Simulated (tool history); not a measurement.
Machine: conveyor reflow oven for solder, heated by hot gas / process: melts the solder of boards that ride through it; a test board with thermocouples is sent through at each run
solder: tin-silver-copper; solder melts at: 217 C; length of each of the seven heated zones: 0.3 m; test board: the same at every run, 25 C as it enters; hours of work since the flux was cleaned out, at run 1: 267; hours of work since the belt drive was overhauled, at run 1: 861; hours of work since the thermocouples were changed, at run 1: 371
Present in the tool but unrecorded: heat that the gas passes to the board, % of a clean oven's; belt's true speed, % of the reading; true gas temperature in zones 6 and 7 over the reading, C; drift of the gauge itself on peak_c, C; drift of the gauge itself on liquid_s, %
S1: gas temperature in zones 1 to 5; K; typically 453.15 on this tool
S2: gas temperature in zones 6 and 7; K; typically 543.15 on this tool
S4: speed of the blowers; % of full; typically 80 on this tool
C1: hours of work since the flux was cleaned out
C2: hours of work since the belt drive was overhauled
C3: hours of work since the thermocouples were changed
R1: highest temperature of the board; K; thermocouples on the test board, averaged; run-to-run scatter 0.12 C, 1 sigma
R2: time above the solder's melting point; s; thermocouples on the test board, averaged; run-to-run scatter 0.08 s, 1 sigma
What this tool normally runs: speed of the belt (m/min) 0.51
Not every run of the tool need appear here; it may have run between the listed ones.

{"run": 1, "hour": 0.0, "S1": 453.15, "S2": 543.15, "speed of the belt (m/min)": 0.51, "S4": 80, "C1": 267, "C2": 861, "C3": 371, "R1": 534.35, "R2": 61.37}
{"run": 2, "hour": 21.4, "S1": 453.15, "S2": 543.15, "speed of the belt (m/min)": 0.51, "S4": 80, "C1": 283, "C2": 877, "C3": 386, "R1": 534.35, "R2": 61.34}
{"hour": 38.5, "done": "flux residue cleaned out of gas plates and filters"}
{"run": 3, "hour": 54.8, "S1": 453.15, "S2": 543.15, "speed of the belt (m/min)": 0.51, "S4": 80, "C1": 12, "C2": 898, "C3": 407, "R1": 535.45, "R2": 61.79}
{"run": 4, "hour": 73.1, "S1": 453.15, "S2": 543.15, "speed of the belt (m/min)": 0.606, "S4": 80, "C1": 26, "C2": 912, "C3": 421, "R1": 530.55, "R2": 49.51}
{"hour": 116.8, "done": "belt drive overhauled, speed set with a stopwatch"}
{"run": 5, "hour": 120.2, "S1": 453.15, "S2": 543.15, "speed of the belt (m/min)": 0.523, "S4": 80, "C1": 57, "C2": 3, "C3": 453, "R1": 534.75, "R2": 60.33}
{"run": 6, "hour": 153.8, "S1": 453.15, "S2": 543.15, "speed of the belt (m/min)": 0.523, "S4": 80, "C1": 82, "C2": 27, "C3": 478, "R1": 534.55, "R2": 60.23}
{"run": 7, "hour": 194.5, "S1": 453.15, "S2": 543.15, "speed of the belt (m/min)": 0.523, "S4": 80, "C1": 112, "C2": 58, "C3": 508, "R1": 534.55, "R2": 60.26}
{"run": 8, "hour": 215.0, "S1": 453.15, "S2": 543.15, "speed of the belt (m/min)": 0.51, "S4": 53, "C1": 128, "C2": 73, "C3": 523, "R1": 530.15, "R2": 58.71}
{"run": 9, "hour": 258.3, "S1": 453.15, "S2": 543.15, "speed of the belt (m/min)": 0.51, "S4": 80, "C1": 160, "C2": 105, "C3": 555, "R1": 535.15, "R2": 62.01}
{"hour": 287.1, "done": "belt drive overhauled, speed set with a stopwatch, once more"}
{"run": 10, "hour": 293.1, "S1": 453.15, "S2": 543.15, "speed of the belt (m/min)": 0.51, "S4": 80, "C1": 182, "C2": 4, "C3": 578, "R1": 534.65, "R2": 61.14}
{"run": 11, "hour": 335.2, "S1": 447.15, "S2": 543.15, "speed of the belt (m/min)": 0.574, "S4": 80, "C1": 214, "C2": 36, "C3": 609, "R1": 530.65, "R2": 49.96}
{"run": 12, "hour": 376.9, "S1": 447.15, "S2": 554.15, "speed of the belt (m/min)": 0.574, "S4": 61, "C1": 244, "C2": 66, "C3": 640, "R1": 536.35, "R2": 52.28}
{"run": 13, "hour": 413.2, "S1": 447.15, "S2": 554.15, "speed of the belt (m/min)": 0.574, "S4": 61, "C1": 271, "C2": 93, "C3": 667, "R1": 536.45, "R2": 52.32}
{"hour": 446.6, "done": "flux residue cleaned out of gas plates and filters"}
{"run": 14, "hour": 452.6, "S1": 441.15, "S2": 542.15, "speed of the belt (m/min)": 0.519, "S4": 52, "C1": 4, "C2": 119, "C3": 692, "R1": 526.85, "R2": 50.87}
{"hour": 476.7, "done": "thermocouples of zones 6 and 7 changed"}
{"run": 15, "hour": 493.8, "S1": 441.15, "S2": 542.15, "speed of the belt (m/min)": 0.519, "S4": 52, "C1": 33, "C2": 148, "C3": 13, "R1": 524.35, "R2": 49.22}
{"run": 16, "hour": 519.3, "S1": 453.15, "S2": 543.15, "speed of the belt (m/min)": 0.51, "S4": 55, "C1": 52, "C2": 167, "C3": 32, "R1": 528.85, "R2": 57.17}

What does the tool deliver on the next run?
{"run": 17, "hour": 562.7, "S1": 453.15, "S2": 543.15, "speed of the belt (m/min)": 0.51, "S4": 55, "C1": 84, "C2": 199, "C3": 64, "R1": "?", "R2": "?"}

{"run 17": {"R1": 528.85, "R2": 57.24}}
On a tool with no hidden condition, and with the same random variation, this run would have come out at R1 529.05 K, R2 57.44 s.
